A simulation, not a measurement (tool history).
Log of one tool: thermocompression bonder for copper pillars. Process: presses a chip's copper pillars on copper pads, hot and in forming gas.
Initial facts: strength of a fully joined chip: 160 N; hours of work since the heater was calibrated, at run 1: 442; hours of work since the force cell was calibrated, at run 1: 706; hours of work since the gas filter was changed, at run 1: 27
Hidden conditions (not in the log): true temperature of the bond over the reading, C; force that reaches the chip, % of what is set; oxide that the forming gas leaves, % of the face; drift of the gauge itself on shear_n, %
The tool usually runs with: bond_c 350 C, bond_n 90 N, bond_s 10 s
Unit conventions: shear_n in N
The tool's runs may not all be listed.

run,hour,bond_c,bond_n,bond_s,hours of work since the heater was calibrated,hours of work since the force cell was calibrated,hours of work since the gas filter was changed,shear_n
1,0,350,90,10,442,706,27,119.4
2,26.7,349,90,10,454,718,39,116.7
3,38.2,350,90,10,459,723,44,119.2
4,57.1,350,90,10,468,731,53,117.4
5,76,350,90,10,476,740,62,116.8
# hour 80: force cell calibrated
6,91.3,350,90,10,482,5,68,118.1
7,112.8,350,90,10,492,15,78,120.2
8,134.4,338,70,20,502,25,87,113
9,146,338,70,20,507,30,93,111.4
# hour 167.1: force cell calibrated, once more
10,172.7,329,56,19,519,3,104,81.4
11,194.4,329,56,8,529,12,114,59.4
12,206.8,350,135,10,534,18,120,140.8
13,222,348,74,7,541,25,127,85.4

Take each entry between the runs: how does the hidden state at the last listed run before it differ from the hidden state at the first listed run after it?
Runs 5 to 6: force cell calibrated (hour 80)
  force that reaches the chip, % of what is set: 105.5 -> 107.1; oxide that the forming gas leaves, % of the face: 1.98 -> 2.11
  measured result minus the result with no hidden state, shear_n: +4.1 -> +5.2 N
Runs 9 to 10: force cell calibrated, once more (hour 167.1)
  true temperature of the bond over the reading, C: 3.5 -> 3.6; force that reaches the chip, % of what is set: 107.3 -> 101; oxide that the forming gas leaves, % of the face: 2.63 -> 2.89
  measured result minus the result with no hidden state, shear_n: +5.3 -> +0.7 N
